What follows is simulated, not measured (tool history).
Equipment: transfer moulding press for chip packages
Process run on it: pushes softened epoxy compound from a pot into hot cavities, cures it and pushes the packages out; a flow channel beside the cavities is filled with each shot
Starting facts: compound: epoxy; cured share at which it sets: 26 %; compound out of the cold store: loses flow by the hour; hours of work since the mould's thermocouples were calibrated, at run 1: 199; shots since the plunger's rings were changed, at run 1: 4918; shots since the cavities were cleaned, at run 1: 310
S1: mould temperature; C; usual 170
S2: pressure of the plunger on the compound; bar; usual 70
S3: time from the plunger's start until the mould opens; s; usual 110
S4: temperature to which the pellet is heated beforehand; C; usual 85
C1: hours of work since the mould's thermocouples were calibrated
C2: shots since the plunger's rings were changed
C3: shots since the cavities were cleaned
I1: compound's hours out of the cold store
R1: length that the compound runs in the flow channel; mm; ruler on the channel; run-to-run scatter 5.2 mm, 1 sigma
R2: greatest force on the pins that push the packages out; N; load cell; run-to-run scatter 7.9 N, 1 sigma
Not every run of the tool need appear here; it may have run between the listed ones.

run   hour   S1    S2   S3  S4   C1    C2   C3    I1   R1    R2
  1      0  170    70  110  85  199  4918  310    23  513   546
      34.8  -- cavities cleaned with cleaning compound and waxed
  2   48.3  170    70  110  85  224  5310  113  47.3  463   428
  3   88.5  170    70  110  85  247  5647  450  24.5  515   577
     105.6  -- cavities cleaned with cleaning compound and waxed
  4  130.3  170    70  110  85  269  5986  208  22.2  506   500
  5  168.5  170    70  110  76  290  6306  528    37  480   622
     177.9  -- cavities cleaned with cleaning compound and waxed
     197.1  -- plunger's sealing rings changed
  6  200.2  170    70  110  76  305    26  166  39.2  513   498
  7  225.1  170    70  110  76  318   235  375  30.1  530   580
     251.6  -- cavities cleaned with cleaning compound and waxed
  8  252.4  170  65.7  110  85  332   451    7  14.6  556   402
  9  283.3  170    70  110  85  349   710  266  23.6  541   524
     321.9  -- cavities cleaned with cleaning compound and waxed
 10  335.3  170    70  110  85  377  1134  112  19.1  549   465
 11  376.6  170  54.9  110  85  400  1480  458  19.5  485   593
     394.2  -- cavities cleaned with cleaning compound and waxed
 12  403.2  170  54.9  110  85  413  1691   76  21.3  478   431
 13  428.3  170  54.9  110  85  427  1902  287  22.2  486   553
 14  454.4  170  54.9  110  85  442  2120  505  15.6  500   628
     464.4  -- cavities cleaned with cleaning compound and waxed
 15  492.3  167  67.4  110  85  461  2426  235  33.3  511   643
 16  525.2  163  75.9  110  85  479  2702  511  29.8  559  1017
     536.7  -- cavities cleaned with cleaning compound and waxed
 17  558.8  163  75.9  110  85  497  2971  186  21.3  575   892
     609.6  -- cavities cleaned with cleaning compound and waxed
 18  610.3  170    70  145  79  524  3390    5    28  517   261
 19  636.2  165    70  110  85  539  3608  223  10.5  584   812
     660.6  -- mould's thermocouples calibrated
 20  662.7  170  64.3  110  85    1  3813  428  11.1  534   576
     685.7  -- cavities cleaned with cleaning compound and waxed
 21  696.5  178    70  110  88   19  4084   90   9.8  548   318
 22  717.3  164  65.5  110  93   30  4258  264  25.8  516   731
 23  752.3  164  65.5  110  93   49  4552  558  43.7  477   799
     756.4  -- cavities cleaned with cleaning compound and waxed
 24  799.4  170    70  137  85   74  4935  362    47  467   417
     828.9  -- cavities cleaned with cleaning compound and waxed
 25  842.5  170    70  137  85   97  5284  114  28.1  508   339
 26  881.7  170    70  137  85  119  5612  442   8.4  560   439
     902.2  -- cavities cleaned with cleaning compound and waxed
 27    922  175  72.1  110  82  140  5938  167  38.3  475   366

Results per run with the tool's hidden condition removed, run-to-run variation unchanged:
Unlogged tool condition in this case: true mould temperature over the reading, C; pressure that reaches the compound, % of what is set; grip of the stained cavities, % over clean ones'; drift of the gauge itself on flow_mm, %; drift of the gauge itself on push_out_n, %.
run   R1   R2
  1  545  345
  2  495  332
  3  552  340
  4  545  338
  5  519  358
  6  512  354
  7  530  347
  8  558  367
  9  543  342
 10  555  354
 11  491  340
 12  485  337
 13  495  350
 14  510  352
 15  523  408
 16  574  562
 17  592  591
 18  535  254
 19  605  518
 20  557  364
 21  573  259
 22  541  503
 23  502  480
 24  494  269
 25  540  271
 26  597  267
 27  508  266
